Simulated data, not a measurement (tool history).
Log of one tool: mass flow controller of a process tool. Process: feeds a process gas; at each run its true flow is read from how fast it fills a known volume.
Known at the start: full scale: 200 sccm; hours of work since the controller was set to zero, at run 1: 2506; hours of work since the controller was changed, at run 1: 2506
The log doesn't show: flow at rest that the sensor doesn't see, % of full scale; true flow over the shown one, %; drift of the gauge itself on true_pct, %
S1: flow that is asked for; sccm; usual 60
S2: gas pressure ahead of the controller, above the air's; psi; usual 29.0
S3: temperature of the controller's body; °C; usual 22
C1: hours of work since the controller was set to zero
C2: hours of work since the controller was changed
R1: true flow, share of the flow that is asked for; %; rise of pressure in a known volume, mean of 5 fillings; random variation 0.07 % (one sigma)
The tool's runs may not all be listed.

run	hour	S1	S2	S3	C1	C2	R1
1	0.0	60	29.0	22	2506	2506	98.34
2	54.7	60	29.0	22	2549	2549	98.45
3	151.9	60	29.0	22	2624	2624	98.32
4	206.9	60	29.0	22	2667	2667	98.32
5	296.9	60	29.0	24	2736	2736	98.22
6	360.6	60	29.0	24	2785	2785	98.25
7	421.1	25	29.0	24	2832	2832	97.78
8	513.3	25	29.0	24	2904	2904	97.72
9	607.6	25	29.0	24	2977	2977	97.79
10	699.9	60	29.0	22	3048	3048	98.26
11	743.1	60	29.0	22	3081	3081	98.35
12	809.5	60	29.0	22	3133	3133	98.36
13	871.5	60	29.0	22	3181	3181	98.31
14	921.0	60	29.0	22	3219	3219	98.29
15	979.1	60	29.0	22	3264	3264	98.33
16	1043.7	60	29.0	34	3314	3314	97.51
17	1129.4	60	29.0	34	3380	3380	97.38
18	1189.7	60	29.0	31	3427	3427	97.55
19	1250.8	60	29.0	31	3474	3474	97.75
20	1306.2	60	29.0	31	3517	3517	97.60
21	1371.4	60	29.0	26	3568	3568	98.06
22	1415.9	60	29.0	26	3602	3602	97.97
23	1484.7	60	29.0	26	3655	3655	98.14
24	1534.5	60	34.4	22	3694	3694	98.40
25	1574.9	85	29.6	22	3725	3725	98.80
26	1652.3	45	29.0	22	3785	3785	98.21
27	1709.7	45	29.0	22	3829	3829	98.12
28	1758.5	60	29.0	39	3867	3867	97.15
29	1813.2	60	29.0	39	3910	3910	96.95
30	1875.4	65	24.5	35	3958	3958	97.35
31	1963.5	29	26.7	21	4026	4026	98.04
32	2048.4	62	26.7	28	4092	4092	97.85
33	2136.4	135	28.3	35	4160	4160	98.43
34	2228.9	31	29.0	22	4231	4231	97.95
35	2275.8	69	29.0	32	4267	4267	97.65
# hour 2325.5: controller's zero set anew
36	2330.1	69	29.0	33	4	4309	97.73
37	2403.0	36	27.1	29	60	4366	97.43
38	2498.6	51	40.3	21	134	4440	98.34
39	2580.3	95	25.2	26	197	4503	98.44
40	2671.8	95	25.2	26	268	4574	98.43
41	2752.1	95	25.2	26	330	4636	98.52
42	2844.3	95	25.2	39	401	4707	97.51
43	2908.2	95	25.2	39	451	4756	97.49
44	2990.7	95	25.2	39	515	4820	97.44
45	3081.4	35	25.4	35	585	4891	96.98
46	3144.4	123	29.0	22	634	4939	99.20
47	3193.1	21	39.3	39	671	4977	96.75
48	3267.2	21	39.3	39	729	5034	96.77

Forecast each of these 3 alternatives for the next run:
A	3335.9	37	31.9	40	782	5087	?
B	3335.9	60	33.4	21	782	5087	?
C	3335.9	60	29.0	22	782	5087	?

run	R1
A	96.75
B	98.49
C	98.35
Without the tool's hidden state the same runs would have given:
run	R1
A	96.75
B	98.49
C	98.34
